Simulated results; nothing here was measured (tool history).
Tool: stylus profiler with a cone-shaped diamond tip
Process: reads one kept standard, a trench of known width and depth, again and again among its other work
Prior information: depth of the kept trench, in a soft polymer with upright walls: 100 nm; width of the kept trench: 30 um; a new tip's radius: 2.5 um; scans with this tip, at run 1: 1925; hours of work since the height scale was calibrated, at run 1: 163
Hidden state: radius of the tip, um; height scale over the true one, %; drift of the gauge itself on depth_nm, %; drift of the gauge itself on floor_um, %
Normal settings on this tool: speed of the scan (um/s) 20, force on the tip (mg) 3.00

| run | hour | speed of the scan (um/s) | force on the tip (mg) | scans with this tip | hours of work since the height scale was calibrated | depth of the trench (angstrom) | width of the trench's floor (nm) |
|---|---|---|---|---|---|---|---|
| 1 | 0.0 | 20 | 3.00 | 1925 | 163 | 1010.9 | 28500 |
| 2 | 40.5 | 20 | 2.28 | 2192 | 186 | 1008.8 | 28490 |
| 3 | 68.4 | 20 | 2.28 | 2376 | 202 | 1008.8 | 28440 |
| 4 | 108.2 | 10 | 3.00 | 2639 | 224 | 1010.5 | 28490 |
| 5 | 132.6 | 11 | 3.00 | 2800 | 238 | 1010.7 | 28510 |
| 6 | 169.3 | 11 | 3.00 | 3042 | 258 | 1010.8 | 28540 |
| 7 | 213.7 | 20 | 6.56 | 3335 | 283 | 1018.2 | 28510 |
| 8 | 234.7 | 20 | 3.00 | 3474 | 295 | 1011.0 | 28470 |
| 9 | 260.3 | 20 | 3.00 | 3643 | 309 | 1010.7 | 28500 |
| 10 | 284.0 | 11 | 3.00 | 3799 | 322 | 1010.9 | 28570 |
| 11 | 307.5 | 11 | 3.00 | 3955 | 336 | 1011.0 | 28490 |
| 12 | 348.0 | 20 | 3.00 | 4222 | 358 | 1011.2 | 28500 |
| 13 | 377.8 | 20 | 3.00 | 4418 | 375 | 1010.9 | 28440 |
| 14 | 408.1 | 20 | 3.00 | 4618 | 392 | 1011.1 | 28460 |
| 15 | 437.4 | 20 | 3.36 | 4812 | 408 | 1011.9 | 28560 |
| 16 | 469.4 | 20 | 3.36 | 5023 | 426 | 1011.9 | 28450 |
| 17 | 493.5 | 20 | 3.89 | 5182 | 440 | 1012.8 | 28420 |
|  | 497.3 | height scale calibrated on a step standard |
| 18 | 527.0 | 20 | 3.89 | 5400 | 17 | 1012.9 | 28460 |
| 19 | 554.4 | 26 | 5.94 | 5581 | 32 | 1017.7 | 28450 |
| 20 | 589.2 | 7 | 2.74 | 5811 | 52 | 1010.7 | 28530 |
| 21 | 619.9 | 7 | 2.74 | 6014 | 69 | 1010.7 | 28510 |
|  | 661.4 | height scale calibrated on a step standard, once more |
| 22 | 664.6 | 6 | 2.74 | 6305 | 2 | 1009.5 | 28450 |
| 23 | 685.3 | 6 | 2.74 | 6442 | 13 | 1009.6 | 28480 |
| 24 | 717.5 | 6 | 2.74 | 6654 | 31 | 1010.0 | 28490 |
| 25 | 741.7 | 6 | 2.74 | 6814 | 45 | 1009.7 | 28500 |
| 26 | 779.1 | 6 | 2.74 | 7061 | 66 | 1009.9 | 28490 |
| 27 | 801.8 | 7 | 2.82 | 7211 | 79 | 1010.0 | 28420 |
| 28 | 837.1 | 6 | 4.71 | 7444 | 98 | 1014.4 | 28490 |
| 29 | 877.4 | 18 | 2.07 | 7710 | 121 | 1007.9 | 28400 |

A few steps of depth of the trench (angstrom) between consecutive runs. Split each: what settings, incoming material and random variation would produce without the hidden state, and what is left over for the hidden state, along with gauge scatter present in only one of the two compared results (measured, and without hidden state):
Run 6 -> 7: speed of the scan (um/s) 11 -> 20, force on the tip (mg) 3.00 -> 6.56. depth of the trench (angstrom) +7.4: hidden state +0.1, all else +7.3.
Run 7 -> 8: force on the tip (mg) 6.56 -> 3.00. depth of the trench (angstrom) -7.2: hidden state +0.0, all else -7.2.
Run 17 -> 18: height scale calibrated on a step standard. depth of the trench (angstrom) +0.1: hidden state +0.2, all else -0.1.
Run 21 -> 22: speed of the scan (um/s) 7 -> 6, height scale calibrated on a step standard, once more. depth of the trench (angstrom) -1.2: hidden state -1.2, all else +0.0.
